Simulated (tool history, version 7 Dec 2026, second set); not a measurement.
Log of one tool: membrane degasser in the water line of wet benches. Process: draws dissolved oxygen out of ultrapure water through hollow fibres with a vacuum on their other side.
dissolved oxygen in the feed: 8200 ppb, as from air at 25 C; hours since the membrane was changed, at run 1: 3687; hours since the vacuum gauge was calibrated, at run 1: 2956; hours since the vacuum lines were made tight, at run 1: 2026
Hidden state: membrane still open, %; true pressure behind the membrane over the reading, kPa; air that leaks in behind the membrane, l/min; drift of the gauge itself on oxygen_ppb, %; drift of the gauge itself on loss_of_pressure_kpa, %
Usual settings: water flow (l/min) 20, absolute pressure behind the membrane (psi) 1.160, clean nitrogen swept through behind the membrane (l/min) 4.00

| run | hour | water flow (l/min) | absolute pressure behind the membrane (psi) | clean nitrogen swept through behind the membrane (l/min) | hours since the membrane was changed | hours since the vacuum gauge was calibrated | hours since the vacuum lines were made tight | dissolved oxygen in the water behind the degasser (ppb) | pressure that the water loses in the fibres (psi) |
|---|---|---|---|---|---|---|---|---|---|
| 1 | 0.0 | 20 | 1.160 | 4.00 | 3687 | 2956 | 2026 | 233.7 | 9.822 |
| 2 | 52.2 | 20 | 1.160 | 4.00 | 3739 | 3008 | 2078 | 237.5 | 9.925 |
| 3 | 131.5 | 20 | 1.160 | 4.00 | 3819 | 3088 | 2157 | 234.9 | 9.894 |
|  | 140.1 | vacuum gauge calibrated |
| 4 | 248.4 | 20 | 1.160 | 4.00 | 3935 | 108 | 2274 | 237.8 | 9.910 |
| 5 | 356.5 | 20 | 1.160 | 4.00 | 4043 | 216 | 2382 | 237.4 | 9.887 |
| 6 | 417.1 | 20 | 1.160 | 4.00 | 4104 | 277 | 2442 | 237.7 | 9.990 |
| 7 | 526.8 | 20 | 1.414 | 6.11 | 4214 | 387 | 2552 | 235.4 | 9.868 |
| 8 | 641.3 | 20 | 1.414 | 6.11 | 4328 | 501 | 2667 | 233.0 | 9.921 |
|  | 737.0 | vacuum gauge calibrated, once more |
| 9 | 749.3 | 15 | 0.788 | 6.11 | 4436 | 12 | 2774 | 112.6 | 7.467 |
| 10 | 818.9 | 15 | 0.788 | 6.11 | 4505 | 82 | 2844 | 111.7 | 7.471 |

Some steps in dissolved oxygen in the water behind the degasser (ppb) between neighbouring runs. How much of each would the tool show without its hidden state too (settings, what came in, random variation), and how much is left for the hidden state, with any gauge scatter that isn't in both results?
Run 8 -> 9: water flow (l/min) 20 -> 15, absolute pressure behind the membrane (psi) 1.414 -> 0.788, vacuum gauge calibrated, once more. dissolved oxygen in the water behind the degasser (ppb) -120.4: hidden state -11.0, all else -109.4.
